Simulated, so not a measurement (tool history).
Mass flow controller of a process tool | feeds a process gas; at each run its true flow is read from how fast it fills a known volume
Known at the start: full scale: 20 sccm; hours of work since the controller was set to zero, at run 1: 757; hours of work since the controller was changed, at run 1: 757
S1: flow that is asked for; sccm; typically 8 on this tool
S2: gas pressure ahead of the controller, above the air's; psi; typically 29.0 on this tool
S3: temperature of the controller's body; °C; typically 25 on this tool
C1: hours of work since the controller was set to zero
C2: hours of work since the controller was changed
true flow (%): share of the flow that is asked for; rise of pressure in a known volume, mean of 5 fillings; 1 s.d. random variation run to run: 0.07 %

Run 1, day 0.000: usual settings; C1 757; C2 757. Result: true flow (%) 99.15.
Run 2, day 4.267: usual settings but S3 33 °C; C1 796; C2 796. Result: true flow (%) 100.11.
Run 3, day 7.954: usual settings but S3 33 °C; C1 829; C2 829. Result: true flow (%) 100.17.
Run 4, day 12.600: usual settings but S2 31.6 psi; C1 871; C2 871. Result: true flow (%) 99.48.
Run 5, day 15.550: usual settings; C1 898; C2 898. Result: true flow (%) 99.37.
Run 6, day 19.342: usual settings; C1 932; C2 932. Result: true flow (%) 99.33.
Run 7, day 21.708: usual settings but S1 6 sccm, S3 22 °C; C1 953; C2 953. Result: true flow (%) 99.06.
Run 8, day 26.696: usual settings but S2 24.7 psi, S3 26 °C; C1 998; C2 998. Result: true flow (%) 99.49.
Run 9, day 31.938: usual settings but S2 24.7 psi, S3 26 °C; C1 1046; C2 1046. Result: true flow (%) 99.72.
Run 10, day 34.375: usual settings but S1 10 sccm; C1 1067; C2 1067. Result: true flow (%) 99.77.
Run 11, day 36.825: usual settings but S1 10 sccm; C1 1090; C2 1090. Result: true flow (%) 99.90.

5 ways to go on from here, each from the tool as it stands after run 11. What would each give?
Run A, day 40.088: usual settings but S1 13 sccm, S3 37 °C; C1 1119; C2 1119. Result: true flow (%) ?.
Run B, day 40.088: usual settings but S1 20 sccm, S3 33 °C; C1 1119; C2 1119. Result: true flow (%) ?.
Run C, day 40.088: usual settings but S1 7 sccm, S2 32.1 psi; C1 1119; C2 1119. Result: true flow (%) ?.
Run D, day 40.088: usual settings but S1 3 sccm, S2 25.2 psi, S3 37 °C; C1 1119; C2 1119. Result: true flow (%) ?.
Run E, day 40.088: usual settings but S1 10 sccm, S2 38.9 psi, S3 31 °C; C1 1119; C2 1119. Result: true flow (%) ?.

run  true flow (%)
  A         101.48
  B         101.42
  C          99.72
  D         100.62
  E         100.73
With the hidden condition removed and each run's random variation left untouched, the same runs would have given:
run  true flow (%)
  A         100.91
  B         100.84
  C          99.15
  D         100.06
  E         100.16
